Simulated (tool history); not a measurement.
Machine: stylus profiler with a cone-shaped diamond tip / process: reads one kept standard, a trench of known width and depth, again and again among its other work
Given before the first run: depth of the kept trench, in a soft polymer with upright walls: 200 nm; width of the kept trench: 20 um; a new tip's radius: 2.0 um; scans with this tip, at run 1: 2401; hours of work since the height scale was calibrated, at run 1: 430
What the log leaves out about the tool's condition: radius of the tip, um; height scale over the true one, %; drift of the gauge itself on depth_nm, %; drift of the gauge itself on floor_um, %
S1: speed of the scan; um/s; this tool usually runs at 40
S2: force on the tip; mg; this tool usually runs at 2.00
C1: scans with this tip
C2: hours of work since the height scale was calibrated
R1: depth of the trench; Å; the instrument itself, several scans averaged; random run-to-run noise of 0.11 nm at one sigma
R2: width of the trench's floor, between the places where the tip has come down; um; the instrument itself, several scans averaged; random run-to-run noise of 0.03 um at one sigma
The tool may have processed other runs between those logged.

{"run": 1, "hour": 0.0, "S1": 40, "S2": 2.0, "C1": 2401, "C2": 430, "R1": 2031.7, "R2": 17.76}
{"run": 2, "hour": 16.9, "S1": 40, "S2": 2.0, "C1": 2462, "C2": 441, "R1": 2030.0, "R2": 17.74}
{"run": 3, "hour": 29.3, "S1": 40, "S2": 2.0, "C1": 2506, "C2": 449, "R1": 2029.7, "R2": 17.79}
{"run": 4, "hour": 49.7, "S1": 40, "S2": 2.0, "C1": 2580, "C2": 462, "R1": 2030.7, "R2": 17.72}
{"run": 5, "hour": 74.4, "S1": 40, "S2": 2.0, "C1": 2670, "C2": 478, "R1": 2030.0, "R2": 17.7}
{"run": 6, "hour": 99.6, "S1": 40, "S2": 2.0, "C1": 2761, "C2": 495, "R1": 2029.8, "R2": 17.68}
{"run": 7, "hour": 111.0, "S1": 40, "S2": 2.0, "C1": 2802, "C2": 502, "R1": 2032.5, "R2": 17.78}
{"run": 8, "hour": 134.2, "S1": 40, "S2": 2.0, "C1": 2886, "C2": 517, "R1": 2030.1, "R2": 17.68}
{"run": 9, "hour": 146.4, "S1": 40, "S2": 2.0, "C1": 2930, "C2": 525, "R1": 2031.8, "R2": 17.7}
{"run": 10, "hour": 169.8, "S1": 40, "S2": 2.0, "C1": 3015, "C2": 540, "R1": 2032.9, "R2": 17.65}
{"run": 11, "hour": 190.4, "S1": 40, "S2": 1.0, "C1": 3090, "C2": 553, "R1": 2021.7, "R2": 17.6}
{"run": 12, "hour": 201.5, "S1": 40, "S2": 2.0, "C1": 3130, "C2": 561, "R1": 2031.6, "R2": 17.66}
{"run": 13, "hour": 225.5, "S1": 40, "S2": 2.0, "C1": 3217, "C2": 576, "R1": 2030.1, "R2": 17.68}
{"run": 14, "hour": 240.0, "S1": 73, "S2": 5.22, "C1": 3269, "C2": 586, "R1": 2058.4, "R2": 17.66}
{"hour": 242.1, "done": "height scale calibrated on a step standard"}
{"run": 15, "hour": 262.5, "S1": 84, "S2": 1.67, "C1": 3349, "C2": 13, "R1": 2028.2, "R2": 17.31}
{"run": 16, "hour": 274.9, "S1": 22, "S2": 0.86, "C1": 3393, "C2": 21, "R1": 2020.1, "R2": 17.7}
{"hour": 292.8, "done": "height scale calibrated on a step standard, once more"}
{"run": 17, "hour": 296.6, "S1": 60, "S2": 2.18, "C1": 3470, "C2": 2, "R1": 2027.9, "R2": 17.54}
{"run": 18, "hour": 309.8, "S1": 69, "S2": 1.34, "C1": 3518, "C2": 11, "R1": 2021.0, "R2": 17.34}
{"run": 19, "hour": 320.4, "S1": 69, "S2": 1.34, "C1": 3556, "C2": 18, "R1": 2021.0, "R2": 17.38}
{"run": 20, "hour": 341.8, "S1": 45, "S2": 3.58, "C1": 3634, "C2": 32, "R1": 2040.9, "R2": 17.67}
{"run": 21, "hour": 354.9, "S1": 45, "S2": 3.58, "C1": 3681, "C2": 40, "R1": 2041.1, "R2": 17.71}
{"run": 22, "hour": 380.2, "S1": 15, "S2": 0.78, "C1": 3773, "C2": 57, "R1": 2013.6, "R2": 17.78}
{"run": 23, "hour": 402.3, "S1": 93, "S2": 2.47, "C1": 3853, "C2": 71, "R1": 2032.1, "R2": 17.36}
{"run": 24, "hour": 421.6, "S1": 93, "S2": 2.47, "C1": 3923, "C2": 83, "R1": 2030.6, "R2": 17.27}
{"run": 25, "hour": 440.5, "S1": 12, "S2": 2.75, "C1": 3991, "C2": 96, "R1": 2035.0, "R2": 17.8}

4 ways to go on from here, each from the tool as it stands after run 25. What would each give?
{"run": "A", "hour": 454.9, "S1": 16, "S2": 2.75, "C1": 4043, "C2": 105, "R1": "?", "R2": "?"}
{"run": "B", "hour": 454.9, "S1": 12, "S2": 1.28, "C1": 4043, "C2": 105, "R1": "?", "R2": "?"}
{"run": "C", "hour": 454.9, "S1": 56, "S2": 0.86, "C1": 4043, "C2": 105, "R1": "?", "R2": "?"}
{"run": "D", "hour": 454.9, "S1": 15, "S2": 0.79, "C1": 4043, "C2": 105, "R1": "?", "R2": "?"}

run=A R1=2033.0 R2=17.78
run=B R1=2020.8 R2=17.75
run=C R1=2016.2 R2=17.25
run=D R1=2015.7 R2=17.73
Stripped of hidden state, with their random variation kept, the same runs would have yielded:
run=A R1=2032.6 R2=18.17
run=B R1=2020.4 R2=18.14
run=C R1=2015.8 R2=17.64
run=D R1=2015.3 R2=18.12
